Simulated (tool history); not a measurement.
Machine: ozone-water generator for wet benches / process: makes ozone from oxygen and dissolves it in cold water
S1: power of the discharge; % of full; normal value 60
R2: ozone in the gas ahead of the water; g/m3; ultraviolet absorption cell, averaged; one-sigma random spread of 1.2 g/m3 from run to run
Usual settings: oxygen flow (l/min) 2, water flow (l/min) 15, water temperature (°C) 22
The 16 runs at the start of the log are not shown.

run 17 hour=518.1 | S1=60 oxygen_flow_(l/min)=2 water_flow_(l/min)=15 water_temperature_(°C)=22 | dissolved_ozone_(ppm)=15.1 R2=212.4
run 18 hour=554.7 | S1=60 oxygen_flow_(l/min)=2 water_flow_(l/min)=15 water_temperature_(°C)=22 | dissolved_ozone_(ppm)=15.2 R2=210.9
run 19 hour=573.3 | S1=61 oxygen_flow_(l/min)=2 water_flow_(l/min)=15 water_temperature_(°C)=15 | dissolved_ozone_(ppm)=16.7 R2=215.2
run 20 hour=613.2 | S1=61 oxygen_flow_(l/min)=2 water_flow_(l/min)=15 water_temperature_(°C)=15 | dissolved_ozone_(ppm)=16.3 R2=215.9
run 21 hour=646.6 | S1=49 oxygen_flow_(l/min)=1.04 water_flow_(l/min)=18 water_temperature_(°C)=17 | dissolved_ozone_(ppm)=10.3 R2=283.3
run 22 hour=665.9 | S1=60 oxygen_flow_(l/min)=1.24 water_flow_(l/min)=15 water_temperature_(°C)=22 | dissolved_ozone_(ppm)=14.9 R2=294.4
run 23 hour=702.6 | S1=98 oxygen_flow_(l/min)=3.56 water_flow_(l/min)=11 water_temperature_(°C)=17 | dissolved_ozone_(ppm)=29.2 R2=210.8
run 24 hour=746.7 | S1=44 oxygen_flow_(l/min)=2 water_flow_(l/min)=15 water_temperature_(°C)=19 | dissolved_ozone_(ppm)=12.1 R2=164.3
run 25 hour=767.8 | S1=72 oxygen_flow_(l/min)=3.16 water_flow_(l/min)=10 water_temperature_(°C)=18 | dissolved_ozone_(ppm)=24.7 R2=178
run 26 hour=790.4 | S1=72 oxygen_flow_(l/min)=3.16 water_flow_(l/min)=10 water_temperature_(°C)=18 | dissolved_ozone_(ppm)=24.4 R2=178.9
run 27 hour=830.5 | S1=72 oxygen_flow_(l/min)=3.16 water_flow_(l/min)=10 water_temperature_(°C)=18 | dissolved_ozone_(ppm)=24.5 R2=180.2
run 28 hour=857.7 | S1=60 oxygen_flow_(l/min)=2.62 water_flow_(l/min)=15 water_temperature_(°C)=18 | dissolved_ozone_(ppm)=15.8 R2=174.6
run 29 hour=883.2 | S1=80 oxygen_flow_(l/min)=1.75 water_flow_(l/min)=15 water_temperature_(°C)=18 | dissolved_ozone_(ppm)=19.5 R2=289.3
run 30 hour=915.7 | S1=80 oxygen_flow_(l/min)=1.13 water_flow_(l/min)=9 water_temperature_(°C)=18 | dissolved_ozone_(ppm)=31.2 R2=394
run 31 hour=957.1 | S1=62 oxygen_flow_(l/min)=3.06 water_flow_(l/min)=16 water_temperature_(°C)=24 | dissolved_ozone_(ppm)=13.8 R2=159.7
run 32 hour=993.5 | S1=62 oxygen_flow_(l/min)=3.06 water_flow_(l/min)=16 water_temperature_(°C)=24 | dissolved_ozone_(ppm)=13.9 R2=159.7
run 33 hour=1031.6 | S1=60 oxygen_flow_(l/min)=2 water_flow_(l/min)=10 water_temperature_(°C)=22 | dissolved_ozone_(ppm)=21 R2=209.7
run 34 hour=1060.6 | S1=50 oxygen_flow_(l/min)=3.53 water_flow_(l/min)=12 water_temperature_(°C)=21 | dissolved_ozone_(ppm)=14.7 R2=122.4

Below are 3 alternative next runs, each starting from the tool's condition after run 34. Predict each:
run A hour=1104.4 | S1=52 oxygen_flow_(l/min)=2 water_flow_(l/min)=23 water_temperature_(°C)=17 | dissolved_ozone_(ppm)=? R2=?
run B hour=1104.4 | S1=44 oxygen_flow_(l/min)=2 water_flow_(l/min)=15 water_temperature_(°C)=17 | dissolved_ozone_(ppm)=? R2=?
run C hour=1104.4 | S1=55 oxygen_flow_(l/min)=3.59 water_flow_(l/min)=12 water_temperature_(°C)=21 | dissolved_ozone_(ppm)=? R2=?

run=A dissolved_ozone_(ppm)=9 R2=187.1
run=B dissolved_ozone_(ppm)=12.3 R2=162.5
run=C dissolved_ozone_(ppm)=15.8 R2=131.3
Stripped of hidden state, with their random variation kept, the same runs would have yielded:
run=A dissolved_ozone_(ppm)=9.5 R2=192.9
run=B dissolved_ozone_(ppm)=12.9 R2=166.6
run=C dissolved_ozone_(ppm)=16.7 R2=135.6
